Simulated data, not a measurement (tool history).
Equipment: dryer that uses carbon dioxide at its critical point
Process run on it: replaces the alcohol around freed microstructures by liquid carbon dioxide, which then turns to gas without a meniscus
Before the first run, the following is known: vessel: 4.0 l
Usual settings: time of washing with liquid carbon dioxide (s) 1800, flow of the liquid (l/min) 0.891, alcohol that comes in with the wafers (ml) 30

run,day,time of washing with liquid carbon dioxide (s),flow of the liquid (l/min),alcohol that comes in with the wafers (ml),alcohol left in the vessel before it's heated (ppm by volume)
1,0,1800,0.891,30,320
2,0.938,1200,0.891,30,485
3,2.854,1800,0.891,30,322
4,4.6,1800,0.849,30,57
5,6.633,1800,0.849,30,62
6,8.075,1800,0.849,30,64
7,9.967,1800,0.849,30,74
8,11.371,1800,0.849,33,92
9,13.296,1800,0.849,33,101
10,14.662,1800,0.849,33,112
11,16.175,1800,0.849,33,108
12,17.192,1800,0.849,33,123
13,18.658,1800,0.849,33,131
14,19.567,1800,0.849,33,145
15,20.779,1800,0.849,33,140
16,21.708,1800,0.849,33,153
17,23.654,1800,1.147,28,110
18,25.675,1800,0.891,26,151
19,27.217,2520,1.032,43,117
20,29.15,1740,0.764,54,247
21,30.3,1740,0.764,54,246
22,32.196,2400,0.764,54,156
23,33.2,2460,0.764,54,155
24,35.133,2400,0.842,83,165
25,36.775,2400,0.842,83,179
26,38.542,2040,0.891,23,172
27,40.175,2040,1.308,49,168
28,42.104,1680,0.916,42,229
29,43.404,1680,0.916,42,238
30,44.279,2100,0.776,42,236
31,45.679,2100,0.776,42,239

The log once held 2 entries between its listed runs, left out of this copy. Where does each go, and what is different about the tool's unlogged condition between the listed run before it and the listed run after it?
Runs 3 to 4: purifier's bed changed (day 3.583)
  flow that reaches the vessel past the clogged filter, %: 96.1 -> 95.6; alcohol in the recycled carbon dioxide, ppm: 299.6 -> 10.6
  what was measured, less what the result would be without the hidden state, alcohol left in the vessel before it's heated (ppm by volume): +299 -> +15
Runs 19 to 20: inlet filter changed (day 28.796)
  flow that reaches the vessel past the clogged filter, %: 89.3 -> 99.2; alcohol in the recycled carbon dioxide, ppm: 112.1 -> 120.8
  what was measured, less what the result would be without the hidden state, alcohol left in the vessel before it's heated (ppm by volume): +110 -> +118

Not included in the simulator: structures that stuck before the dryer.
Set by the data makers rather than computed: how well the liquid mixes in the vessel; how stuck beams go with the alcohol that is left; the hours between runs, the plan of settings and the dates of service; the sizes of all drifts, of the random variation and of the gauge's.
